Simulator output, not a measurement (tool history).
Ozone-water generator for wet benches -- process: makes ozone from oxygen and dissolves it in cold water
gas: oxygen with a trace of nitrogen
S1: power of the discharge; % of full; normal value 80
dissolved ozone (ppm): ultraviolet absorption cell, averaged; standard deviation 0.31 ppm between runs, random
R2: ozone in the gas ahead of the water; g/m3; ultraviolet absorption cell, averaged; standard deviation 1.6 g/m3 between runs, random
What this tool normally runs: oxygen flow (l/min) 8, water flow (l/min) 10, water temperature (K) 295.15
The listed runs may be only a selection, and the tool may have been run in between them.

Run 1, hour 0: usual settings. Result: dissolved ozone (ppm) 44.6, R2 283.7 g/m3.
Run 2, hour 32.3: usual settings. Result: dissolved ozone (ppm) 44.5, R2 286.7 g/m3.
Run 3, hour 66.6: usual settings. Result: dissolved ozone (ppm) 44.5, R2 283 g/m3.
Run 4, hour 87.2: usual settings. Result: dissolved ozone (ppm) 44.7, R2 282.2 g/m3.
Run 5, hour 128: usual settings but water flow (l/min) 7. Result: dissolved ozone (ppm) 52.7, R2 282.8 g/m3.
Run 6, hour 167.3: usual settings but water flow (l/min) 7. Result: dissolved ozone (ppm) 52.1, R2 280.4 g/m3.
Run 7, hour 189.9: usual settings but S1 70 % of full. Result: dissolved ozone (ppm) 40.2, R2 252.7 g/m3.
Run 8, hour 216: usual settings but S1 70 % of full. Result: dissolved ozone (ppm) 40.1, R2 253.1 g/m3.
Run 9, hour 252.3: usual settings but S1 70 % of full. Result: dissolved ozone (ppm) 39.9, R2 254.8 g/m3.
Run 10, hour 280: usual settings. Result: dissolved ozone (ppm) 44.9, R2 280.5 g/m3.
Run 11, hour 302: usual settings but S1 56 % of full. Result: dissolved ozone (ppm) 33.7, R2 216.6 g/m3.
Run 12, hour 322.3: usual settings. Result: dissolved ozone (ppm) 43.9, R2 280.4 g/m3.
Run 13, hour 342.2: usual settings. Result: dissolved ozone (ppm) 44.3, R2 280.6 g/m3.
Run 14, hour 370.7: usual settings but oxygen flow (l/min) 9.49. Result: dissolved ozone (ppm) 43.2, R2 263.1 g/m3.
Run 15, hour 395.7: usual settings but oxygen flow (l/min) 9.49, water flow (l/min) 14. Result: dissolved ozone (ppm) 36.4, R2 263.2 g/m3.
Run 16, hour 417.7: usual settings but S1 52 % of full, oxygen flow (l/min) 11.41, water flow (l/min) 6. Result: dissolved ozone (ppm) 36.1, R2 177 g/m3.
Run 17, hour 443.4: usual settings but S1 57 % of full, oxygen flow (l/min) 11.41, water flow (l/min) 6, water temperature (K) 289.15. Result: dissolved ozone (ppm) 46.1, R2 189 g/m3.
Run 18, hour 473: usual settings but S1 57 % of full, oxygen flow (l/min) 11.41, water flow (l/min) 6, water temperature (K) 289.15. Result: dissolved ozone (ppm) 45.9, R2 187.5 g/m3.
At hour 494.6: contactor cleaned.
Run 19, hour 513.5: usual settings but S1 90 % of full, oxygen flow (l/min) 13.6. Result: dissolved ozone (ppm) 44.5, R2 246.3 g/m3.
Run 20, hour 557.9: usual settings but S1 41 % of full, oxygen flow (l/min) 8.56, water flow (l/min) 13, water temperature (K) 292.15. Result: dissolved ozone (ppm) 25.3, R2 166 g/m3.
Run 21, hour 598.1: usual settings but S1 41 % of full, oxygen flow (l/min) 8.56, water flow (l/min) 13, water temperature (K) 292.15. Result: dissolved ozone (ppm) 25.1, R2 164.1 g/m3.
Run 22, hour 622.9: usual settings but S1 41 % of full, oxygen flow (l/min) 8.56, water flow (l/min) 7, water temperature (K) 290.15. Result: dissolved ozone (ppm) 35.4, R2 164.1 g/m3.
Run 23, hour 655.7: usual settings but S1 41 % of full, oxygen flow (l/min) 8.56, water flow (l/min) 7, water temperature (K) 290.15. Result: dissolved ozone (ppm) 35.2, R2 164 g/m3.
Run 24, hour 677.5: usual settings but S1 41 % of full, oxygen flow (l/min) 8.56, water flow (l/min) 7, water temperature (K) 290.15. Result: dissolved ozone (ppm) 35.6, R2 163.4 g/m3.
Run 25, hour 703.2: usual settings but S1 47 % of full, water flow (l/min) 9. Result: dissolved ozone (ppm) 31.4, R2 187.7 g/m3.
Run 26, hour 738.5: usual settings but water flow (l/min) 7. Result: dissolved ozone (ppm) 51.4, R2 278.1 g/m3.

Here are 4 independent what-if runs from the current tool condition. What would each one return?
Run A, hour 775.1: usual settings but water flow (l/min) 6. Result: dissolved ozone (ppm) ?, R2 ?.
Run B, hour 775.1: usual settings but S1 82 % of full, oxygen flow (l/min) 10.47, water flow (l/min) 7. Result: dissolved ozone (ppm) ?, R2 ?.
Run C, hour 775.1: usual settings but water flow (l/min) 7, water temperature (K) 297.15. Result: dissolved ozone (ppm) ?, R2 ?.
Run D, hour 775.1: usual settings but S1 50 % of full, water flow (l/min) 12, water temperature (K) 288.15. Result: dissolved ozone (ppm) ?, R2 ?.

run  dissolved ozone (ppm)     R2
  A                   54.5    278
  B                     50  255.6
  C                   48.5  275.7
  D                   32.9  194.5
With the hidden condition removed and each run's random variation left untouched, the same runs would have given:
run  dissolved ozone (ppm)     R2
  A                   59.6  302.2
  B                   54.8  278.2
  C                   53.1  299.8
  D                     35  205.7

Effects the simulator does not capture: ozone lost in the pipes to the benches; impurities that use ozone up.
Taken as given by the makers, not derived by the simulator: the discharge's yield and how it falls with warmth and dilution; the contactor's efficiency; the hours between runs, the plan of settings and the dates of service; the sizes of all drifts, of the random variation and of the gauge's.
